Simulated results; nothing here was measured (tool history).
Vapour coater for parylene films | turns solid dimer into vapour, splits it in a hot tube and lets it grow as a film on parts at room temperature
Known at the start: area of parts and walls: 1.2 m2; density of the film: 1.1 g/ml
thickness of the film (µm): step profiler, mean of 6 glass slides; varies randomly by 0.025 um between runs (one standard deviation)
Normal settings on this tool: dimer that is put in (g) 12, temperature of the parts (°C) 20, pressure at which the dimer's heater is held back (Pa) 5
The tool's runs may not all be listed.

| run | hour | dimer that is put in (g) | temperature of the parts (°C) | pressure at which the dimer's heater is held back (Pa) | thickness of the film (µm) |
|---|---|---|---|---|---|
| 1 | 0 | 12 | 20 | 5 | 5.74 |
| 2 | 67.7 | 12 | 20 | 5 | 5.75 |
| 3 | 111.2 | 12 | 20 | 3.01 | 6.3 |
| 4 | 155.2 | 12 | 20 | 5 | 5.75 |
| 5 | 199.3 | 12 | 20 | 5 | 5.7 |
|  | 238.3 | trap's valve overhauled |
| 6 | 240.9 | 12 | 20 | 5 | 5.49 |
| 7 | 300.9 | 12 | 20 | 5 | 5.53 |
| 8 | 356.8 | 12 | 13 | 5 | 7.8 |
|  | 403.3 | trap's valve overhauled, once more |
| 9 | 413.9 | 12 | 13 | 5 | 8.51 |
| 10 | 501.3 | 12 | 14 | 5 | 8.04 |
| 11 | 574 | 12 | 14 | 5 | 8.05 |
| 12 | 616 | 12 | 19 | 5 | 6.28 |
| 13 | 668.7 | 12 | 19 | 5 | 6.26 |
| 14 | 755.4 | 12 | 23 | 5 | 5.08 |
| 15 | 805.2 | 12 | 23 | 5 | 5.1 |
| 16 | 892.6 | 12 | 23 | 5 | 5.07 |
| 17 | 953.4 | 7 | 20 | 5 | 3.43 |
| 18 | 992.1 | 7 | 20 | 5 | 3.43 |
| 19 | 1055.2 | 7 | 20 | 5 | 3.39 |
| 20 | 1124.7 | 7 | 20 | 5 | 3.41 |
| 21 | 1188.1 | 7 | 20 | 5 | 3.41 |
|  | 1195.9 | trap's valve overhauled |
| 22 | 1257.3 | 7 | 20 | 5 | 3.56 |
| 23 | 1308.5 | 7 | 29 | 5 | 2.27 |
| 24 | 1384.9 | 7 | 29 | 5 | 2.28 |
| 25 | 1464.2 | 15 | 20 | 5 | 7.56 |
| 26 | 1545 | 10 | 20 | 5 | 5.04 |
| 27 | 1592.6 | 15 | 20 | 3.85 | 7.88 |
| 28 | 1658.2 | 13 | 17 | 8.27 | 6.89 |
| 29 | 1714.9 | 5 | 20 | 8.05 | 2.3 |
| 30 | 1790 | 12 | 14 | 5 | 8.07 |
| 31 | 1833 | 12 | 14 | 2.05 | 8.54 |
|  | 1839.4 | table's thermometer calibrated |
| 32 | 1909.3 | 10 | 22 | 2.05 | 5.02 |
| 33 | 1954.8 | 20 | 12 | 2.68 | 14.17 |
|  | 1988.3 | trap's valve overhauled |
| 34 | 2032.6 | 20 | 12 | 2.68 | 14.78 |
| 35 | 2085.4 | 6 | 18 | 9.54 | 2.87 |
| 36 | 2171.7 | 6 | 26 | 9.54 | 1.96 |
| 37 | 2256.3 | 11 | 26 | 9.54 | 3.55 |
| 38 | 2327.8 | 20 | 30 | 9.7 | 5.25 |
| 39 | 2393 | 15 | 30 | 10.11 | 3.89 |
| 40 | 2464.1 | 22 | 20 | 8.05 | 9.74 |
| 41 | 2539 | 22 | 20 | 8.05 | 9.72 |
| 42 | 2621.5 | 12 | 31 | 7.46 | 3.1 |
| 43 | 2674.3 | 6 | 19 | 2.76 | 3.4 |
| 44 | 2755.2 | 12 | 15 | 3.75 | 7.73 |
|  | 2779.8 | trap's valve overhauled |
| 45 | 2818 | 12 | 15 | 3.75 | 8.14 |
| 46 | 2905.6 | 10 | 16 | 2.78 | 6.78 |
| 47 | 2991.3 | 12 | 19 | 5 | 6.26 |
| 48 | 3073.7 | 6 | 20 | 3.01 | 3.27 |

3 ways to go on from here, each from the tool as it stands after run 48. What would each give?
| A | 3134.3 | 12 | 16 | 5.79 | ? |
| B | 3134.3 | 14 | 14 | 5 | ? |
| C | 3134.3 | 6 | 15 | 3.01 | ? |

| run | thickness of the film (µm) |
|---|---|
| A | 7.09 |
| B | 9.33 |
| C | 4.21 |
The same runs, with their run-to-run variation unchanged, on a tool lacking any hidden condition would have given:
| run | thickness of the film (µm) |
|---|---|
| A | 6.97 |
| B | 9.18 |
| C | 4.15 |
